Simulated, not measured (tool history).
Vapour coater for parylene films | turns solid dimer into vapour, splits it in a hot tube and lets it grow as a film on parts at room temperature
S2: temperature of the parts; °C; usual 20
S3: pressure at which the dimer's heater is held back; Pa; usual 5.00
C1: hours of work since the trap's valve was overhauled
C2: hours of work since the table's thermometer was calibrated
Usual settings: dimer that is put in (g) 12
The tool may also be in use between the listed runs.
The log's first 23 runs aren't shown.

{"run": 24, "hour": 443.8, "dimer that is put in (g)": 11, "S2": 20, "S3": 8.81, "C1": 136, "C2": 719, "thickness of the film (um)": 5.35}
{"run": 25, "hour": 467.7, "dimer that is put in (g)": 11, "S2": 22, "S3": 5.0, "C1": 150, "C2": 733, "thickness of the film (um)": 5.38}
{"run": 26, "hour": 488.6, "dimer that is put in (g)": 11, "S2": 22, "S3": 5.0, "C1": 162, "C2": 745, "thickness of the film (um)": 5.33}
{"run": 27, "hour": 510.9, "dimer that is put in (g)": 12, "S2": 26, "S3": 6.5, "C1": 175, "C2": 758, "thickness of the film (um)": 4.77}
{"run": 28, "hour": 524.3, "dimer that is put in (g)": 12, "S2": 26, "S3": 6.5, "C1": 183, "C2": 766, "thickness of the film (um)": 4.75}
{"run": 29, "hour": 545.7, "dimer that is put in (g)": 8, "S2": 20, "S3": 5.0, "C1": 195, "C2": 778, "thickness of the film (um)": 4.2}
{"run": 30, "hour": 561.1, "dimer that is put in (g)": 12, "S2": 24, "S3": 5.72, "C1": 204, "C2": 787, "thickness of the film (um)": 5.2}
{"run": 31, "hour": 572.3, "dimer that is put in (g)": 18, "S2": 20, "S3": 6.37, "C1": 211, "C2": 794, "thickness of the film (um)": 9.07}
{"run": 32, "hour": 585.6, "dimer that is put in (g)": 18, "S2": 16, "S3": 2.04, "C1": 218, "C2": 801, "thickness of the film (um)": 12.27}
{"run": 33, "hour": 602.6, "dimer that is put in (g)": 6, "S2": 16, "S3": 4.21, "C1": 228, "C2": 811, "thickness of the film (um)": 3.71}
{"run": 34, "hour": 619.6, "dimer that is put in (g)": 6, "S2": 16, "S3": 4.21, "C1": 238, "C2": 821, "thickness of the film (um)": 3.66}
{"run": 35, "hour": 633.8, "dimer that is put in (g)": 6, "S2": 16, "S3": 4.21, "C1": 246, "C2": 829, "thickness of the film (um)": 3.71}
{"run": 36, "hour": 658.8, "dimer that is put in (g)": 20, "S2": 24, "S3": 2.61, "C1": 261, "C2": 844, "thickness of the film (um)": 9.66}
{"run": 37, "hour": 675.8, "dimer that is put in (g)": 13, "S2": 20, "S3": 5.0, "C1": 271, "C2": 854, "thickness of the film (um)": 6.74}
{"run": 38, "hour": 695.4, "dimer that is put in (g)": 13, "S2": 20, "S3": 5.61, "C1": 282, "C2": 865, "thickness of the film (um)": 6.52}
{"run": 39, "hour": 707.7, "dimer that is put in (g)": 5, "S2": 29, "S3": 6.64, "C1": 289, "C2": 872, "thickness of the film (um)": 1.74}
{"run": 40, "hour": 730.8, "dimer that is put in (g)": 7, "S2": 26, "S3": 6.64, "C1": 303, "C2": 886, "thickness of the film (um)": 2.73}
{"run": 41, "hour": 757.0, "dimer that is put in (g)": 6, "S2": 24, "S3": 2.12, "C1": 318, "C2": 901, "thickness of the film (um)": 2.93}
{"run": 42, "hour": 770.7, "dimer that is put in (g)": 14, "S2": 24, "S3": 3.59, "C1": 326, "C2": 909, "thickness of the film (um)": 6.3}
{"run": 43, "hour": 793.4, "dimer that is put in (g)": 6, "S2": 20, "S3": 10.45, "C1": 339, "C2": 922, "thickness of the film (um)": 2.77}
{"run": 44, "hour": 819.3, "dimer that is put in (g)": 18, "S2": 20, "S3": 10.45, "C1": 354, "C2": 937, "thickness of the film (um)": 8.19}
{"run": 45, "hour": 844.6, "dimer that is put in (g)": 21, "S2": 21, "S3": 6.15, "C1": 369, "C2": 952, "thickness of the film (um)": 9.89}
{"run": 46, "hour": 860.1, "dimer that is put in (g)": 10, "S2": 24, "S3": 6.15, "C1": 378, "C2": 961, "thickness of the film (um)": 4.14}

Forecast each of these 3 alternatives for the next run:
{"run": "A", "hour": 878.0, "dimer that is put in (g)": 17, "S2": 23, "S3": 5.18, "C1": 388, "C2": 971, "thickness of the film (um)": "?"}
{"run": "B", "hour": 878.0, "dimer that is put in (g)": 6, "S2": 12, "S3": 4.41, "C1": 388, "C2": 971, "thickness of the film (um)": "?"}
{"run": "C", "hour": 878.0, "dimer that is put in (g)": 14, "S2": 31, "S3": 3.24, "C1": 388, "C2": 971, "thickness of the film (um)": "?"}

run=A thickness_of_the_film_(um)=7.65
run=B thickness_of_the_film_(um)=4.07
run=C thickness_of_the_film_(um)=4.87
Without the tool's hidden state the same runs would have given:
run=A thickness_of_the_film_(um)=8.33
run=B thickness_of_the_film_(um)=4.39
run=C thickness_of_the_film_(um)=5.30
